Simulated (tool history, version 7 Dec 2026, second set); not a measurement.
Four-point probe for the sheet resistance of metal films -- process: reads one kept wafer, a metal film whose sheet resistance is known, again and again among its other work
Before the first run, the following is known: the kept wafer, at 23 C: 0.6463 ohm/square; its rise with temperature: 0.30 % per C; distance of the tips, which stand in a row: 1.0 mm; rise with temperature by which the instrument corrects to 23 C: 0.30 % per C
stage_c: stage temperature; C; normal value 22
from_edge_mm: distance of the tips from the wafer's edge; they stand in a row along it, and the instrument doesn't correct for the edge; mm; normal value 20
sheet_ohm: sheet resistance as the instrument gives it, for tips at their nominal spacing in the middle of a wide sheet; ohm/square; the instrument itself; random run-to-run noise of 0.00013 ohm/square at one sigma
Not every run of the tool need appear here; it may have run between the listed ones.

run	hour	stage_c	from_edge_mm	sheet_ohm
1	0.0	22	20	0.643135
2	16.4	22	20	0.643189
3	42.7	22	20	0.642828
4	67.9	22	20	0.642722
5	103.0	22	20	0.642665
6	137.5	22	20	0.642560
7	169.1	22	17	0.642997
8	189.8	22	20	0.642602
9	211.4	22	14	0.643500
10	241.0	22	26	0.642141
11	263.8	20	20	0.642749
12	289.5	20	20	0.642306
13	322.6	22	20	0.642479
14	347.5	22	20	0.642350
15	369.1	22	20	0.642479
16	385.1	22	10	0.644861
17	411.2	22	40	0.641515
18	437.6	22	40	0.641452
19	463.0	22	40	0.641259
20	480.9	22	4	0.662007
21	501.1	22	4	0.662101
22	536.5	20	20	0.642155
23	564.8	22	45	0.641199
24	583.6	31	32	0.640796
25	603.0	31	32	0.640558
26	628.7	20	21	0.641710
27	643.9	30	4	0.661283
28	661.4	30	4	0.661388
29	687.1	31	20	0.641265
30	705.5	31	20	0.641064
31	729.6	22	13	0.642679
# hour 732.6: stage's thermometer calibrated
32	750.6	22	8	0.645682
33	780.5	34	4	0.660195
34	812.6	34	4	0.660076
35	842.1	34	54	0.639493
36	875.6	19	19	0.641270
37	890.1	19	19	0.640998
38	915.9	19	19	0.641104
# hour 926.8: stage's thermometer calibrated, once more
39	948.2	19	19	0.642506
40	979.5	19	19	0.641806
41	997.9	22	31	0.641510
42	1022.3	21	54	0.641248
43	1045.9	22	6	0.650351
44	1062.9	33	18	0.641125
45	1079.6	33	18	0.641473

A few steps of sheet_ohm between consecutive runs. Split each: what settings, incoming material and random variation would produce without the hidden state, and what is left over for the hidden state, along with gauge scatter present in only one of the two compared results (measured, and without hidden state):
Hidden state at play: inner tips' distance over the nominal, %; tips' flats over new ones', %; wafer's true temperature over the reading, C; drift of the gauge itself on sheet_ohm, %.
Run 19 -> 20: from_edge_mm 40 -> 4. sheet_ohm +0.020748 ohm/square: hidden state -0.000189, all else +0.020937.
Run 28 -> 29: stage_c 30 -> 31, from_edge_mm 4 -> 20. sheet_ohm -0.020123 ohm/square: hidden state +0.000111, all else -0.020234.
Run 31 -> 32: from_edge_mm 13 -> 8, stage's thermometer calibrated. sheet_ohm +0.003003 ohm/square: hidden state -0.000548, all else +0.003551.
Run 34 -> 35: from_edge_mm 4 -> 54. sheet_ohm -0.020583 ohm/square: hidden state +0.000128, all else -0.020711.
Run 38 -> 39: stage's thermometer calibrated, once more. sheet_ohm +0.001402 ohm/square: hidden state +0.001217, all else +0.000185.
